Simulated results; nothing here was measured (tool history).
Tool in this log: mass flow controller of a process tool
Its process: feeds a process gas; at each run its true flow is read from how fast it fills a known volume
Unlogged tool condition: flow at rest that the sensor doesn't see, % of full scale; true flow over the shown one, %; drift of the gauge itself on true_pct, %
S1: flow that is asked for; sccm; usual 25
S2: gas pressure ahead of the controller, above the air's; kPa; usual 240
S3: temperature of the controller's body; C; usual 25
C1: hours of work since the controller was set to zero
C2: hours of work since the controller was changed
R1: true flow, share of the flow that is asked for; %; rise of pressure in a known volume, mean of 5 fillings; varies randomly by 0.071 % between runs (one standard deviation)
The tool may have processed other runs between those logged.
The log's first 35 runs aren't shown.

run,day,S1,S2,S3,C1,C2,R1
36,221.946,9,159,35,6890,6890,91.26
37,229.925,9,227,30,6998,6998,91.78
38,234.433,17,263,20,7059,7059,95.92
39,242.817,6,187,32,7173,7173,88.02
40,251.150,6,187,32,7286,7286,87.87
41,257.238,6,187,32,7368,7368,87.76
42,264.692,6,187,32,7469,7469,87.61
43,270.938,48,187,35,7554,7554,97.00
44,279.667,48,187,35,7672,7672,96.71
45,285.833,48,187,35,7756,7756,96.68
46,290.838,15,229,26,7823,7823,94.17
# day 297.900: controller's zero set anew
47,298.529,15,229,26,9,7927,98.36
48,302.279,24,240,37,59,7978,97.69
49,310.488,8,181,23,170,8089,98.24

Forecast each of these 3 alternatives for the next run:
A,314.912,7,200,24,230,8149,?
B,314.912,11,143,34,230,8149,?
C,314.912,13,215,25,230,8149,?

run,R1
A,97.99
B,97.26
C,98.33
What these runs would have given with no unlogged condition in the tool:
run,R1
A,99.47
B,98.59
C,99.62

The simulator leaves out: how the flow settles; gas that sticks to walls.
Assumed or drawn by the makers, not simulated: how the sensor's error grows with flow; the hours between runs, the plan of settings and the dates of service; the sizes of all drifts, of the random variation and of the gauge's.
